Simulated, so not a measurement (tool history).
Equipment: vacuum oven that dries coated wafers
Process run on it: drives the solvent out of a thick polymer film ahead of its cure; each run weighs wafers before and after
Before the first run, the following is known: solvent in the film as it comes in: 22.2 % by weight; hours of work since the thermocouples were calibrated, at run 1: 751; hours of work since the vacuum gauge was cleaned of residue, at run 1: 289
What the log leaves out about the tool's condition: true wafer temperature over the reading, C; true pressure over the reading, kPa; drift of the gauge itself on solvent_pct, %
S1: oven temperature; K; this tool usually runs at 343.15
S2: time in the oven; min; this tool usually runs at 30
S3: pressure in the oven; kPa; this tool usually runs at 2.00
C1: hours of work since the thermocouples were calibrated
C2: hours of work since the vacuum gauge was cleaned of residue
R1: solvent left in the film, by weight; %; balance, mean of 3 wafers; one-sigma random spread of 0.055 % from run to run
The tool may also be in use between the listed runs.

{"run": 1, "day": 0.0, "S1": 343.15, "S2": 30, "S3": 2.0, "C1": 751, "C2": 289, "R1": 2.87}
{"run": 2, "day": 0.85, "S1": 343.15, "S2": 30, "S3": 2.0, "C1": 765, "C2": 303, "R1": 2.92}
{"run": 3, "day": 1.646, "S1": 342.15, "S2": 30, "S3": 2.0, "C1": 778, "C2": 316, "R1": 3.36}
{"run": 4, "day": 2.154, "S1": 342.15, "S2": 30, "S3": 2.0, "C1": 786, "C2": 325, "R1": 3.35}
{"run": 5, "day": 2.992, "S1": 343.15, "S2": 30, "S3": 2.0, "C1": 800, "C2": 339, "R1": 3.07}
{"run": 6, "day": 3.567, "S1": 343.15, "S2": 30, "S3": 2.0, "C1": 809, "C2": 348, "R1": 3.05}
{"run": 7, "day": 4.617, "S1": 343.15, "S2": 30, "S3": 2.0, "C1": 827, "C2": 365, "R1": 2.92}
{"run": 8, "day": 5.108, "S1": 343.15, "S2": 30, "S3": 2.0, "C1": 835, "C2": 373, "R1": 3.01}
{"run": 9, "day": 6.096, "S1": 343.15, "S2": 30, "S3": 2.0, "C1": 851, "C2": 390, "R1": 3.03}
{"run": 10, "day": 6.983, "S1": 343.15, "S2": 30, "S3": 2.0, "C1": 866, "C2": 404, "R1": 3.01}
{"day": 7.325, "done": "oven's thermocouples calibrated"}
{"run": 11, "day": 7.717, "S1": 343.15, "S2": 16, "S3": 2.0, "C1": 6, "C2": 415, "R1": 5.71}
{"run": 12, "day": 8.679, "S1": 343.15, "S2": 16, "S3": 2.0, "C1": 22, "C2": 431, "R1": 5.87}
{"run": 13, "day": 9.362, "S1": 343.15, "S2": 16, "S3": 2.0, "C1": 34, "C2": 442, "R1": 5.79}
{"run": 14, "day": 10.292, "S1": 343.15, "S2": 16, "S3": 2.0, "C1": 49, "C2": 457, "R1": 5.72}
{"day": 10.442, "done": "vacuum gauge cleaned of residue and calibrated"}
{"run": 15, "day": 11.075, "S1": 336.15, "S2": 15, "S3": 1.24, "C1": 61, "C2": 10, "R1": 9.49}
{"run": 16, "day": 11.608, "S1": 338.15, "S2": 25, "S3": 2.07, "C1": 70, "C2": 19, "R1": 5.56}
{"run": 17, "day": 12.417, "S1": 343.15, "S2": 25, "S3": 2.69, "C1": 83, "C2": 33, "R1": 3.52}
{"day": 12.983, "done": "vacuum gauge cleaned of residue and calibrated, once more"}
{"run": 18, "day": 13.15, "S1": 343.15, "S2": 43, "S3": 2.69, "C1": 94, "C2": 3, "R1": 1.5}
{"run": 19, "day": 13.675, "S1": 343.15, "S2": 43, "S3": 2.69, "C1": 102, "C2": 11, "R1": 1.63}
{"run": 20, "day": 14.625, "S1": 332.15, "S2": 44, "S3": 2.0, "C1": 118, "C2": 27, "R1": 4.96}
{"run": 21, "day": 15.312, "S1": 351.15, "S2": 23, "S3": 7.34, "C1": 129, "C2": 38, "R1": 2.46}
{"run": 22, "day": 15.95, "S1": 352.15, "S2": 30, "S3": 2.0, "C1": 140, "C2": 49, "R1": 0.72}

5 options for the next run, each taken on its own from the tool as it stands now. Forecast them:
{"run": "A", "day": 16.812, "S1": 344.15, "S2": 30, "S3": 2.0, "C1": 154, "C2": 63, "R1": "?"}
{"run": "B", "day": 16.812, "S1": 353.15, "S2": 30, "S3": 3.49, "C1": 154, "C2": 63, "R1": "?"}
{"run": "C", "day": 16.812, "S1": 356.15, "S2": 30, "S3": 2.0, "C1": 154, "C2": 63, "R1": "?"}
{"run": "D", "day": 16.812, "S1": 343.15, "S2": 37, "S3": 2.0, "C1": 154, "C2": 63, "R1": "?"}
{"run": "E", "day": 16.812, "S1": 354.15, "S2": 30, "S3": 2.0, "C1": 154, "C2": 63, "R1": "?"}

run=A R1=2.12
run=B R1=0.96
run=C R1=0.51
run=D R1=1.74
run=E R1=0.55
Without the tool's unlogged condition, the same runs would have read:
run=A R1=2.03
run=B R1=0.93
run=C R1=0.49
run=D R1=1.67
run=E R1=0.52
